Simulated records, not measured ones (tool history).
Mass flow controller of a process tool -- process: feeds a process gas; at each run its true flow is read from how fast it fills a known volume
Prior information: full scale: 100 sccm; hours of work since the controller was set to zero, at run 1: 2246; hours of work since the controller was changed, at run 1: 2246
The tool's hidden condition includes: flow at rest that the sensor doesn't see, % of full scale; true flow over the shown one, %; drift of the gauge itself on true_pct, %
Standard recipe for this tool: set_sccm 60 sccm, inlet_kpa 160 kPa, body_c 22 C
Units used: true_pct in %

| run | day | set_sccm | inlet_kpa | body_c | hours of work since the controller was set to zero | hours of work since the controller was changed | true_pct |
|---|---|---|---|---|---|---|---|
| 1 | 0.000 | 60 | 160 | 22 | 2246 | 2246 | 99.95 |
| 2 | 5.538 | 60 | 160 | 22 | 2292 | 2292 | 100.06 |
| 3 | 10.212 | 42 | 160 | 22 | 2331 | 2331 | 99.77 |
| 4 | 16.462 | 42 | 160 | 22 | 2384 | 2384 | 100.02 |
| 5 | 21.792 | 60 | 272 | 22 | 2428 | 2428 | 99.29 |
| 6 | 25.500 | 60 | 272 | 27 | 2459 | 2459 | 99.72 |
| 7 | 31.733 | 60 | 254 | 27 | 2512 | 2512 | 99.93 |
| 8 | 34.804 | 60 | 160 | 22 | 2537 | 2537 | 100.18 |
| 9 | 38.000 | 23 | 160 | 22 | 2564 | 2564 | 100.39 |
| 10 | 41.979 | 23 | 160 | 22 | 2597 | 2597 | 100.49 |
|  | 42.296 | controller's zero set anew |
| 11 | 48.296 | 60 | 160 | 24 | 50 | 2650 | 100.59 |
| 12 | 51.867 | 60 | 252 | 24 | 80 | 2680 | 99.99 |
| 13 | 55.912 | 14 | 160 | 22 | 114 | 2714 | 102.81 |
|  | 61.625 | controller's zero set anew, once more |
| 14 | 62.817 | 60 | 160 | 24 | 10 | 2771 | 99.74 |
| 15 | 69.471 | 60 | 160 | 22 | 66 | 2827 | 99.63 |
| 16 | 74.671 | 60 | 160 | 22 | 109 | 2870 | 99.80 |
| 17 | 78.933 | 69 | 160 | 22 | 145 | 2906 | 99.94 |
| 18 | 82.212 | 69 | 160 | 22 | 172 | 2934 | 100.07 |
| 19 | 85.921 | 79 | 160 | 22 | 203 | 2965 | 100.29 |
| 20 | 89.279 | 21 | 160 | 22 | 231 | 2993 | 98.71 |
| 21 | 93.012 | 21 | 158 | 33 | 263 | 3024 | 99.58 |
| 22 | 98.825 | 26 | 221 | 38 | 311 | 3073 | 99.82 |
| 23 | 105.833 | 11 | 210 | 22 | 370 | 3131 | 98.76 |
| 24 | 112.788 | 28 | 143 | 27 | 428 | 3189 | 99.60 |
| 25 | 119.200 | 60 | 217 | 29 | 482 | 3243 | 99.98 |
| 26 | 125.662 | 60 | 217 | 29 | 536 | 3297 | 99.87 |
| 27 | 131.262 | 60 | 217 | 23 | 583 | 3344 | 99.54 |
| 28 | 135.396 | 60 | 217 | 21 | 617 | 3379 | 99.50 |
| 29 | 142.296 | 60 | 217 | 21 | 675 | 3436 | 99.49 |
| 30 | 148.617 | 23 | 235 | 22 | 728 | 3489 | 98.75 |
| 31 | 154.312 | 44 | 195 | 40 | 776 | 3537 | 100.62 |
| 32 | 159.283 | 46 | 216 | 28 | 817 | 3578 | 99.85 |
| 33 | 165.900 | 60 | 160 | 34 | 872 | 3634 | 101.00 |
| 34 | 171.108 | 60 | 171 | 22 | 916 | 3677 | 100.08 |
| 35 | 174.300 | 60 | 221 | 24 | 943 | 3704 | 99.74 |
| 36 | 177.775 | 60 | 213 | 31 | 972 | 3733 | 100.47 |

What would each run have given without the hidden state, its run-to-run variation left as it was?
| run | true_pct |
|---|---|
| 1 | 98.78 |
| 2 | 98.87 |
| 3 | 98.27 |
| 4 | 98.48 |
| 5 | 98.02 |
| 6 | 98.43 |
| 7 | 98.61 |
| 8 | 98.85 |
| 9 | 97.84 |
| 10 | 97.90 |
| 11 | 98.91 |
| 12 | 98.29 |
| 13 | 97.54 |
| 14 | 99.03 |
| 15 | 98.89 |
| 16 | 99.03 |
| 17 | 99.16 |
| 18 | 99.28 |
| 19 | 99.50 |
| 20 | 97.65 |
| 21 | 98.48 |
| 22 | 98.75 |
| 23 | 97.13 |
| 24 | 98.46 |
| 25 | 99.01 |
| 26 | 98.88 |
| 27 | 98.51 |
| 28 | 98.46 |
| 29 | 98.41 |
| 30 | 97.24 |
| 31 | 99.39 |
| 32 | 98.61 |
| 33 | 99.81 |
| 34 | 98.87 |
| 35 | 98.52 |
| 36 | 99.23 |
